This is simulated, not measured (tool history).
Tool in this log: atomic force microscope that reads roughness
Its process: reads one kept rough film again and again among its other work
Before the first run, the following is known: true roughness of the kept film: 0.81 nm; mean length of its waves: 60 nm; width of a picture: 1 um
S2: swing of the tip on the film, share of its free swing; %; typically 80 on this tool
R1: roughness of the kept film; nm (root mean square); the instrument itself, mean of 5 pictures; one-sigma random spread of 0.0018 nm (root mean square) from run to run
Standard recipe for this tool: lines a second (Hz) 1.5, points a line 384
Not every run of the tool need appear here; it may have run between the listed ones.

Run 1, hour 0: usual settings. Result: R1 0.696 nm (root mean square).
Run 2, hour 9.8: usual settings. Result: R1 0.692 nm (root mean square).
Run 3, hour 20.3: usual settings. Result: R1 0.689 nm (root mean square).
Run 4, hour 26.2: usual settings. Result: R1 0.686 nm (root mean square).
Run 5, hour 36.7: usual settings. Result: R1 0.683 nm (root mean square).
At hour 37.8: new tip fitted.
Run 6, hour 43.9: usual settings. Result: R1 0.693 nm (root mean square).
Run 7, hour 49.2: usual settings. Result: R1 0.694 nm (root mean square).
Run 8, hour 56.5: usual settings. Result: R1 0.688 nm (root mean square).
Run 9, hour 67.5: usual settings. Result: R1 0.687 nm (root mean square).
Run 10, hour 78.3: usual settings. Result: R1 0.683 nm (root mean square).
At hour 82.6: new tip fitted.
Run 11, hour 89.8: usual settings. Result: R1 0.697 nm (root mean square).
Run 12, hour 97.8: usual settings. Result: R1 0.691 nm (root mean square).
Run 13, hour 108.8: usual settings but lines a second (Hz) 0.91. Result: R1 0.729 nm (root mean square).
Run 14, hour 116.2: usual settings but lines a second (Hz) 2.84. Result: R1 0.616 nm (root mean square).
At hour 126.7: new tip fitted.
Run 15, hour 126.8: usual settings but lines a second (Hz) 2.84. Result: R1 0.62 nm (root mean square).
Run 16, hour 132.2: usual settings but lines a second (Hz) 2.84. Result: R1 0.622 nm (root mean square).
Run 17, hour 138.6: usual settings but points a line 967. Result: R1 0.693 nm (root mean square).
Run 18, hour 145.2: usual settings. Result: R1 0.687 nm (root mean square).
Run 19, hour 150.2: usual settings. Result: R1 0.689 nm (root mean square).
Run 20, hour 157.4: usual settings. Result: R1 0.688 nm (root mean square).
Run 21, hour 167.1: usual settings but S2 84 %. Result: R1 0.664 nm (root mean square).
At hour 171.1: new tip fitted.
Run 22, hour 174.2: usual settings but lines a second (Hz) 0.69. Result: R1 0.747 nm (root mean square).
Run 23, hour 184.2: usual settings but lines a second (Hz) 0.69. Result: R1 0.745 nm (root mean square).
Run 24, hour 192.3: usual settings but lines a second (Hz) 0.69. Result: R1 0.744 nm (root mean square).
Run 25, hour 201.6: usual settings but lines a second (Hz) 0.69. Result: R1 0.739 nm (root mean square).
Run 26, hour 207.2: usual settings but lines a second (Hz) 0.69, S2 62 %. Result: R1 0.766 nm (root mean square).
At hour 215.3: new tip fitted.
Run 27, hour 215.5: usual settings but lines a second (Hz) 0.91, S2 67 %, points a line 951. Result: R1 0.766 nm (root mean square).
Run 28, hour 221.4: usual settings but lines a second (Hz) 1.48, S2 87 %, points a line 519. Result: R1 0.661 nm (root mean square).
At hour 223.2: height scale calibrated on a step standard.
Run 29, hour 230.3: usual settings but lines a second (Hz) 1.48, S2 87 %, points a line 519. Result: R1 0.657 nm (root mean square).
Run 30, hour 238: usual settings but lines a second (Hz) 0.76, S2 59 %, points a line 397. Result: R1 0.775 nm (root mean square).
Run 31, hour 248.8: usual settings but lines a second (Hz) 1.66, S2 67 %, points a line 420. Result: R1 0.73 nm (root mean square).
Run 32, hour 259.5: usual settings but lines a second (Hz) 3.34, S2 67 %, points a line 892. Result: R1 0.673 nm (root mean square).
At hour 260.8: new tip fitted.
At hour 266: height scale calibrated on a step standard, once more.
Run 33, hour 266: usual settings but lines a second (Hz) 3.34, S2 67 %, points a line 892. Result: R1 0.686 nm (root mean square).
Run 34, hour 276.1: usual settings but lines a second (Hz) 0.67, S2 74 %. Result: R1 0.762 nm (root mean square).
Run 35, hour 284.2: usual settings but lines a second (Hz) 3.23, S2 66 %. Result: R1 0.688 nm (root mean square).
Run 36, hour 293.3: usual settings but lines a second (Hz) 3.18, S2 77 %, points a line 441. Result: R1 0.618 nm (root mean square).
Run 37, hour 298.3: usual settings but lines a second (Hz) 3.18, S2 77 %, points a line 441. Result: R1 0.619 nm (root mean square).
At hour 305.5: new tip fitted.
Run 38, hour 308.8: usual settings but lines a second (Hz) 1, S2 82 %, points a line 349. Result: R1 0.719 nm (root mean square).
Run 39, hour 316.1: usual settings but lines a second (Hz) 1, S2 82 %, points a line 349. Result: R1 0.717 nm (root mean square).
Run 40, hour 321.3: usual settings but S2 68 %, points a line 297. Result: R1 0.737 nm (root mean square).
Run 41, hour 331.4: usual settings but lines a second (Hz) 1.03, S2 61 %, points a line 549. Result: R1 0.768 nm (root mean square).
Run 42, hour 342.5: usual settings but lines a second (Hz) 1.03, S2 77 %, points a line 549. Result: R1 0.727 nm (root mean square).
At hour 349.9: new tip fitted.
Run 43, hour 352.4: usual settings but lines a second (Hz) 1.03, S2 77 %, points a line 549. Result: R1 0.738 nm (root mean square).
Run 44, hour 361.5: usual settings but lines a second (Hz) 3.83, S2 63 %, points a line 576. Result: R1 0.695 nm (root mean square).
Run 45, hour 367.5: usual settings but lines a second (Hz) 3.83, S2 63 %, points a line 576. Result: R1 0.694 nm (root mean square).
Run 46, hour 377.9: usual settings but lines a second (Hz) 1.21, S2 85 %, points a line 363. Result: R1 0.683 nm (root mean square).
Run 47, hour 382.5: usual settings but lines a second (Hz) 3.55, S2 70 %. Result: R1 0.652 nm (root mean square).
Run 48, hour 388.1: usual settings but lines a second (Hz) 0.82, S2 78 %, points a line 484. Result: R1 0.735 nm (root mean square).
At hour 394.4: new tip fitted.
Run 49, hour 394.5: usual settings but lines a second (Hz) 0.82, S2 78 %, points a line 484. Result: R1 0.747 nm (root mean square).
Run 50, hour 402.4: usual settings but lines a second (Hz) 0.82, S2 85 %, points a line 292. Result: R1 0.719 nm (root mean square).
Run 51, hour 412: usual settings but lines a second (Hz) 3.58, S2 62 %, points a line 710. Result: R1 0.703 nm (root mean square).
Run 52, hour 423.1: usual settings but lines a second (Hz) 0.99, S2 57 %, points a line 915. Result: R1 0.774 nm (root mean square).

Each row is a separate what-if for the run after 52, all from the same tool condition, not one after another. Results?
Run A, hour 431.2: usual settings but lines a second (Hz) 0.7, S2 66 %, points a line 259. Result: R1 ?.
Run B, hour 431.2: usual settings but lines a second (Hz) 1.27, S2 67 %, points a line 660. Result: R1 ?.
Run C, hour 431.2: usual settings but points a line 804. Result: R1 ?.
Run D, hour 431.2: usual settings but lines a second (Hz) 0.79, S2 61 %, points a line 403. Result: R1 ?.
Run E, hour 431.2: usual settings but lines a second (Hz) 0.99, S2 74 %, points a line 915. Result: R1 ?.

run     R1
  A  0.763
  B  0.742
  C  0.685
  D  0.771
  E  0.736
Had the tool no hidden state, the same runs would have come out as:
run     R1
  A  0.776
  B  0.754
  C  0.697
  D  0.784
  E  0.749

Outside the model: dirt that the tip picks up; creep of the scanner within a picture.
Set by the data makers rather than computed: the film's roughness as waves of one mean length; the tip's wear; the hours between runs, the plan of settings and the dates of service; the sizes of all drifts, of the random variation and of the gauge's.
